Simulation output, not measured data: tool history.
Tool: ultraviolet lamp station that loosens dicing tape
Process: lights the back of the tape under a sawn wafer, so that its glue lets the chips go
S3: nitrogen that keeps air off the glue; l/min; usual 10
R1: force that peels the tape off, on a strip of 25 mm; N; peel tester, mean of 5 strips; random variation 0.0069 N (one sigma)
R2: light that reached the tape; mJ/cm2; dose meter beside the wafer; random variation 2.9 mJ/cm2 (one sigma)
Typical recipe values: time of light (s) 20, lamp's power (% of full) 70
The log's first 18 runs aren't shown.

run 19 day=16.738 | time_of_light_(s)=20 lamp's_power_(%_of_full)=70 S3=10 | R1=0.243 R2=408
run 20 day=17.583 | time_of_light_(s)=20 lamp's_power_(%_of_full)=70 S3=10 | R1=0.24 R2=408
-- day=17.971 window cleaned of glue's vapour
run 21 day=18.738 | time_of_light_(s)=20 lamp's_power_(%_of_full)=70 S3=8 | R1=0.317 R2=405
run 22 day=19.375 | time_of_light_(s)=20 lamp's_power_(%_of_full)=70 S3=8 | R1=0.307 R2=409
run 23 day=20.021 | time_of_light_(s)=20 lamp's_power_(%_of_full)=70 S3=8 | R1=0.307 R2=411
run 24 day=21.079 | time_of_light_(s)=35 lamp's_power_(%_of_full)=73 S3=8 | R1=0.084 R2=742
run 25 day=21.688 | time_of_light_(s)=35 lamp's_power_(%_of_full)=73 S3=8 | R1=0.084 R2=740
run 26 day=22.917 | time_of_light_(s)=29 lamp's_power_(%_of_full)=86 S3=9 | R1=0.075 R2=724
run 27 day=23.862 | time_of_light_(s)=31 lamp's_power_(%_of_full)=95 S3=9 | R1=0.078 R2=853
run 28 day=24.421 | time_of_light_(s)=14 lamp's_power_(%_of_full)=61 S3=16 | R1=0.551 R2=254
run 29 day=24.988 | time_of_light_(s)=10 lamp's_power_(%_of_full)=88 S3=15 | R1=0.56 R2=256
run 30 day=26.204 | time_of_light_(s)=10 lamp's_power_(%_of_full)=68 S3=15 | R1=0.927 R2=197
run 31 day=27.15 | time_of_light_(s)=28 lamp's_power_(%_of_full)=81 S3=11 | R1=0.089 R2=655
run 32 day=28.033 | time_of_light_(s)=28 lamp's_power_(%_of_full)=81 S3=11 | R1=0.089 R2=657
run 33 day=29 | time_of_light_(s)=28 lamp's_power_(%_of_full)=81 S3=7 | R1=0.1 R2=658

Run 34 is up next; what results do you expect?
run 34 day=30.104 | time_of_light_(s)=30 lamp's_power_(%_of_full)=70 S3=16 | R1=? R2=?

{"run 34": {"R1": 0.082, "R2": 609}}
With no hidden state in the tool, this same run would have given R1 0.082 N, R2 609 mJ/cm2.
